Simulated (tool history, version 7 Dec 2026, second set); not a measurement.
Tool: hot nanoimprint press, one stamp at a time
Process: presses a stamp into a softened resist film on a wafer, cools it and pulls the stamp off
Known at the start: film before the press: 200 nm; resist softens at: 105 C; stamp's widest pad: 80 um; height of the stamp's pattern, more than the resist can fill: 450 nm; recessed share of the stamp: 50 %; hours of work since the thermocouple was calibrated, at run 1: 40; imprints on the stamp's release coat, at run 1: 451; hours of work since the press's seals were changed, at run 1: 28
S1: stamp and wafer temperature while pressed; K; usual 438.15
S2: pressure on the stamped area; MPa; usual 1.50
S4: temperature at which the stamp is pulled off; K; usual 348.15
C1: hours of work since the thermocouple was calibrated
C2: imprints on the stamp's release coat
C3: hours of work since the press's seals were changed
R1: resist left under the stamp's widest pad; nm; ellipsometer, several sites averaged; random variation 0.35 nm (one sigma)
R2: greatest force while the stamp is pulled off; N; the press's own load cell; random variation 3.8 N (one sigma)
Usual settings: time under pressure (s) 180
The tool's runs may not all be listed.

Run 1, hour 0.0: usual settings; C1 40; C2 451; C3 28. Result: R1 103.6 nm, R2 196 N.
Run 2, hour 11.2: usual settings; C1 48; C2 500; C3 37. Result: R1 103.8 nm, R2 198 N.
Run 3, hour 19.6: usual settings but S2 1.28 MPa; C1 54; C2 538; C3 43. Result: R1 109.9 nm, R2 198 N.
Run 4, hour 28.9: usual settings but S2 2.12 MPa; C1 61; C2 578; C3 49. Result: R1 90.1 nm, R2 195 N.
Run 5, hour 33.8: usual settings but S2 2.12 MPa; C1 64; C2 600; C3 53. Result: R1 90.4 nm, R2 204 N.
Run 6, hour 38.7: usual settings but S2 2.12 MPa; C1 68; C2 622; C3 57. Result: R1 90.2 nm, R2 192 N.
Run 7, hour 45.3: usual settings; C1 73; C2 651; C3 61. Result: R1 103.7 nm, R2 203 N.
Run 8, hour 55.8: usual settings; C1 80; C2 698; C3 69. Result: R1 103.7 nm, R2 203 N.
Run 9, hour 63.1: usual settings; C1 86; C2 730; C3 74. Result: R1 104.0 nm, R2 206 N.
Run 10, hour 68.4: usual settings; C1 89; C2 753; C3 78. Result: R1 103.5 nm, R2 203 N.
Run 11, hour 73.6: usual settings; C1 93; C2 776; C3 82. Result: R1 103.0 nm, R2 199 N.
Run 12, hour 78.9: usual settings; C1 97; C2 799; C3 86. Result: R1 104.5 nm, R2 202 N.
Run 13, hour 84.3: usual settings; C1 101; C2 823; C3 90. Result: R1 103.5 nm, R2 204 N.
Run 14, hour 91.6: usual settings; C1 106; C2 855; C3 95. Result: R1 104.0 nm, R2 209 N.
Run 15, hour 101.0: usual settings; C1 113; C2 897; C3 102. Result: R1 104.1 nm, R2 214 N.
Run 16, hour 106.1: usual settings but S1 433.15 K, time under pressure (s) 140, S4 354.15 K; C1 117; C2 920; C3 105. Result: R1 132.2 nm, R2 190 N.
Run 17, hour 111.8: usual settings but S1 445.15 K, S2 2.09 MPa, time under pressure (s) 330, S4 353.15 K; C1 121; C2 945; C3 110. Result: R1 53.6 nm, R2 185 N.
Run 18, hour 123.5: usual settings but S1 449.15 K, S2 2.09 MPa, time under pressure (s) 263, S4 352.15 K; C1 129; C2 996; C3 118. Result: R1 51.4 nm, R2 194 N.
Run 19, hour 129.7: usual settings but S1 449.15 K, S2 2.09 MPa, time under pressure (s) 263, S4 352.15 K; C1 134; C2 1024; C3 122. Result: R1 51.7 nm, R2 200 N.
Run 20, hour 139.5: usual settings but S1 431.15 K, S2 1.85 MPa, time under pressure (s) 318, S4 337.15 K; C1 141; C2 1067; C3 130. Result: R1 101.4 nm, R2 256 N.
Run 21, hour 150.4: usual settings but S1 427.15 K, time under pressure (s) 102; C1 149; C2 1115; C3 137. Result: R1 165.3 nm, R2 207 N.
Run 22, hour 156.1: usual settings but S1 427.15 K, S2 1.92 MPa, time under pressure (s) 231, S4 344.15 K; C1 153; C2 1141; C3 142. Result: R1 129.7 nm, R2 233 N.
Run 23, hour 164.7: usual settings but S1 445.15 K, S2 0.98 MPa, time under pressure (s) 231, S4 344.15 K; C1 159; C2 1178; C3 148. Result: R1 88.1 nm, R2 234 N.
Run 24, hour 169.5: usual settings but time under pressure (s) 296, S4 349.15 K; C1 163; C2 1200; C3 151. Result: R1 86.1 nm, R2 214 N.

The next listed run, before its measurement:
Run 25, hour 180.7: usual settings but S1 446.15 K, time under pressure (s) 296, S4 335.15 K; C1 171; C2 1249; C3 159. Result: R1 ?, R2 ?.

{"run 25": {"R1": 63.4, "R2": 275}}
Without the tool's hidden state the same run would have given R1 62.3 nm, R2 230 N.

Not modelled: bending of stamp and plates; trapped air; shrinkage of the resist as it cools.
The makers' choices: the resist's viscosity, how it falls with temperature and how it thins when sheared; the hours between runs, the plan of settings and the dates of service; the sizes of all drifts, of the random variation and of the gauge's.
